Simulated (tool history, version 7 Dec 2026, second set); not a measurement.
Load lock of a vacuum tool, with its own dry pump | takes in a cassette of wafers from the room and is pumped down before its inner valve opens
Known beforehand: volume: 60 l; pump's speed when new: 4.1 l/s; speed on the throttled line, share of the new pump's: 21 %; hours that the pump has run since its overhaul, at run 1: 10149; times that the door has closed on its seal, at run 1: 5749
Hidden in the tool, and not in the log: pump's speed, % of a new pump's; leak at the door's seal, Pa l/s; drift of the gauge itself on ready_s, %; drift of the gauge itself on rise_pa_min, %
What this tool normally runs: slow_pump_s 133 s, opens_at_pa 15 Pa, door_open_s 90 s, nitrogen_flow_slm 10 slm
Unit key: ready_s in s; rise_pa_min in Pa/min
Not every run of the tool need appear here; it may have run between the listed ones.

run	hour	slow_pump_s	opens_at_pa	door_open_s	nitrogen_flow_slm	hours that the pump has run since its overhaul	times that the door has closed on its seal	incoming humidity of the room's air, %	ready_s	rise_pa_min
1	0	133	15	90	10	10149	5749	41.2	248.6	0.041
2	38.4	133	15	90	10	10188	5825	43.3	247.3	0.036
3	84.1	133	15	119	10	10233	5916	44.4	247.3	0.044
4	162.6	133	15	119	10	10312	6071	44.7	248.7	0.049
5	252.9	133	15	165	10	10402	6249	45.9	252.1	0.047
6	307.2	133	15	99	10	10457	6356	44.5	246.4	0.045
7	353.8	133	15	99	10	10503	6448	45.3	247.9	0.045
8	427.4	257	14	108	19	10577	6594	40.5	339.7	0.033
9	506.1	133	25	90	10	10655	6749	45	242	0.047
10	561.6	133	16	27	10	10711	6859	42.7	247.2	0.037
11	637.2	133	16	27	10	10786	7008	41.9	248.4	0.041
12	709	133	15	90	5	10858	7150	50	250.2	0.05
13	791.4	133	13	95	5	10941	7313	42.8	252.6	0.049

Measured minus without-hidden-state, run by run (identical run-to-run variation in each term; gauge scatter may differ):
run	ready_s	rise_pa_min
1	+13.4	+0.017
2	+13.4	+0.016
3	+13.5	+0.017
4	+13.6	+0.017
5	+13.9	+0.017
6	+13.6	+0.018
7	+13.8	+0.019
8	+10.2	+0.019
9	+13.2	+0.02
10	+13.7	+0.02
11	+13.9	+0.021
12	+14.4	+0.021
13	+14.5	+0.021
